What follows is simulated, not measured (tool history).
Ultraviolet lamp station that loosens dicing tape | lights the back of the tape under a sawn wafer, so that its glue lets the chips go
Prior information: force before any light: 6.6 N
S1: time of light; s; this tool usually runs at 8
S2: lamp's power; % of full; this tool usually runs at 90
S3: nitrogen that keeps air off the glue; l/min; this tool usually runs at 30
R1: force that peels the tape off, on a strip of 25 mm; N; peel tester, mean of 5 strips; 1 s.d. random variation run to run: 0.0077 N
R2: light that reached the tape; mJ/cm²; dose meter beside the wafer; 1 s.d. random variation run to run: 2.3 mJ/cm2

run,hour,S1,S2,S3,R1,R2
1,0,8,90,30,0.333,201
# hour 37.2: window cleaned of glue's vapour
2,57.5,8,90,30,0.383,186
3,108.3,8,90,30,0.392,180
4,165,8,90,30,0.398,173
5,214.5,8,90,30,0.426,172
6,247.7,8,90,30,0.436,170
7,275.9,8,90,30,0.465,167
8,339.4,8,90,30,0.474,164
# hour 344: window cleaned of glue's vapour, once more
9,407.8,8,90,30,0.336,202
10,468,8,90,30,0.359,197
11,517.4,4,90,42,1.062,95
12,550.4,8,90,14,0.525,191
13,597,8,90,14,0.541,189
14,638.3,4,71,14,2.245,73
15,694.4,4,69,17,2.197,72
16,730.8,4,69,17,2.247,69
# hour 770.3: window cleaned of glue's vapour
17,779.8,7,69,17,0.959,127
18,835.1,6,82,44,0.629,129
19,868,9,82,44,0.344,189
20,910.6,8,89,29,0.411,175

Each row is a separate what-if for the run after 20, all from the same tool condition, not one after another. Results?
A,948.1,8,91,29,?,?
B,948.1,7,95,58,?,?
C,948.1,8,96,31,?,?

run,R1,R2
A,0.402,181
B,0.394,160
C,0.36,188
Stripped of hidden state, with their random variation kept, the same runs would have yielded:
run,R1,R2
A,0.288,230
B,0.294,204
C,0.269,240

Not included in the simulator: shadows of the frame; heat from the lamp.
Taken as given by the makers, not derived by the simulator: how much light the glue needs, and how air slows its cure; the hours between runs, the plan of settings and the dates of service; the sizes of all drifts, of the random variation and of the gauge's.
